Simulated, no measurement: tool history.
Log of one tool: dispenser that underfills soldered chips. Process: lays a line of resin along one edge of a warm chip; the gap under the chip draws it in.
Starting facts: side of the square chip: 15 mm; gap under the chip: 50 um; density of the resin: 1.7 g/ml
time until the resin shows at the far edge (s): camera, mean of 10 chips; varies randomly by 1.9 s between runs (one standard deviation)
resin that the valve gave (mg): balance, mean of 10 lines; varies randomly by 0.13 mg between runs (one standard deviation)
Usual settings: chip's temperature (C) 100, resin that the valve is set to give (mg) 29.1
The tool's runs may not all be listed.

| run | day | chip's temperature (C) | resin that the valve is set to give (mg) | time until the resin shows at the far edge (s) | resin that the valve gave (mg) |
|---|---|---|---|---|---|
| 1 | 0.000 | 100 | 29.1 | 218.5 | 28.41 |
|  | 0.250 | new syringe of resin |
| 2 | 0.492 | 111 | 29.1 | 153.0 | 28.04 |
|  | 0.575 | new syringe of resin |
| 3 | 0.858 | 111 | 29.1 | 150.6 | 28.19 |
|  | 0.892 | new syringe of resin |
|  | 1.212 | new syringe of resin |
| 4 | 1.358 | 111 | 29.1 | 135.5 | 27.97 |
|  | 1.525 | new syringe of resin |
| 5 | 1.671 | 111 | 29.1 | 141.8 | 27.88 |
|  | 1.846 | new syringe of resin |
| 6 | 2.071 | 111 | 29.1 | 147.0 | 27.72 |
|  | 2.200 | new syringe of resin |
|  | 2.538 | new syringe of resin |
| 7 | 2.542 | 100 | 27.3 | 206.3 | 26.14 |
| 8 | 2.804 | 100 | 29.1 | 252.5 | 27.63 |
|  | 2.883 | new syringe of resin |
|  | 2.962 | dispensing valve cleaned and set on the balance |
| 9 | 3.083 | 100 | 29.1 | 230.0 | 29.10 |
|  | 3.242 | new syringe of resin |
| 10 | 3.379 | 100 | 29.1 | 222.7 | 28.96 |
|  | 3.579 | new syringe of resin |
| 11 | 3.754 | 100 | 29.1 | 233.8 | 28.88 |
|  | 3.912 | new syringe of resin |
| 12 | 4.004 | 100 | 29.1 | 224.1 | 28.42 |
|  | 4.238 | new syringe of resin |
| 13 | 4.371 | 100 | 29.1 | 221.6 | 28.52 |
|  | 4.550 | new syringe of resin |
| 14 | 4.754 | 100 | 29.1 | 238.5 | 28.51 |
|  | 4.862 | new syringe of resin |
| 15 | 5.108 | 100 | 29.1 | 253.1 | 28.57 |
|  | 5.200 | new syringe of resin |
|  | 5.533 | new syringe of resin |
| 16 | 5.538 | 89 | 29.1 | 331.7 | 28.31 |
|  | 5.850 | new syringe of resin |
| 17 | 6.021 | 111 | 29.1 | 146.0 | 28.03 |
|  | 6.167 | new syringe of resin |
| 18 | 6.308 | 104 | 36.8 | 191.3 | 35.57 |
|  | 6.479 | new syringe of resin |
| 19 | 6.750 | 92 | 33.0 | 361.7 | 31.60 |
|  | 6.833 | new syringe of resin |
| 20 | 7.129 | 97 | 30.5 | 300.8 | 29.10 |
|  | 7.183 | new syringe of resin |
|  | 7.492 | new syringe of resin |
| 21 | 7.492 | 88 | 29.1 | 361.0 | 27.71 |
|  | 7.808 | new syringe of resin |
| 22 | 7.821 | 114 | 36.8 | 109.9 | 34.94 |
|  | 8.150 | new syringe of resin |
| 23 | 8.217 | 114 | 36.8 | 114.9 | 34.90 |
|  | 8.458 | new syringe of resin |
| 24 | 8.492 | 106 | 30.5 | 162.8 | 28.59 |
|  | 8.642 | dispensing valve cleaned and set on the balance |
|  | 8.812 | new syringe of resin |
| 25 | 9.004 | 107 | 26.3 | 177.2 | 26.45 |
|  | 9.142 | new syringe of resin |
| 26 | 9.246 | 107 | 26.3 | 166.1 | 26.03 |
|  | 9.458 | new syringe of resin |
| 27 | 9.508 | 107 | 26.3 | 160.9 | 26.37 |
|  | 9.779 | new syringe of resin |
| 28 | 9.871 | 107 | 26.3 | 169.6 | 26.18 |
|  | 10.125 | new syringe of resin |
| 29 | 10.258 | 98 | 28.7 | 257.8 | 28.26 |
|  | 10.450 | new syringe of resin |
| 30 | 10.738 | 92 | 28.7 | 382.7 | 28.16 |
|  | 10.771 | new syringe of resin |
|  | 11.096 | new syringe of resin |
| 31 | 11.200 | 93 | 31.4 | 305.0 | 30.72 |
|  | 11.408 | new syringe of resin |
| 32 | 11.450 | 109 | 30.3 | 139.3 | 29.50 |
|  | 11.729 | new syringe of resin |
| 33 | 11.912 | 108 | 37.0 | 162.3 | 35.49 |

Selected run-to-run steps in time until the resin shows at the far edge (s), each split into two signed amounts: the part the tool would show with no hidden state at all (from settings, incoming material and random variation), and the remainder, which goes to the hidden state together with any gauge scatter not common to the measured and the hidden-state-free results:
Unlogged tool condition in this case: resin's viscosity, % of fresh resin's; dose that the valve gives, % of what is set; true chip temperature over the reading, C; drift of the gauge itself on fill_s, %; drift of the gauge itself on given_mg, %.
Run 16 -> 17: chip's temperature (C) 89 -> 111, new syringe of resin. time until the resin shows at the far edge (s) -185.7: hidden state +12.0, all else -197.7.
Run 18 -> 19: chip's temperature (C) 104 -> 92, resin that the valve is set to give (mg) 36.8 -> 33.0, new syringe of resin. time until the resin shows at the far edge (s) +170.4: hidden state +59.3, all else +111.1.
Run 21 -> 22: chip's temperature (C) 88 -> 114, resin that the valve is set to give (mg) 29.1 -> 36.8, new syringe of resin. time until the resin shows at the far edge (s) -251.1: hidden state -23.7, all else -227.4.
Run 29 -> 30: chip's temperature (C) 98 -> 92, new syringe of resin. time until the resin shows at the far edge (s) +124.9: hidden state +64.6, all else +60.3.
Run 30 -> 31: chip's temperature (C) 92 -> 93, resin that the valve is set to give (mg) 28.7 -> 31.4, new syringe of resin, new syringe of resin. time until the resin shows at the far edge (s) -77.7: hidden state -63.3, all else -14.4.
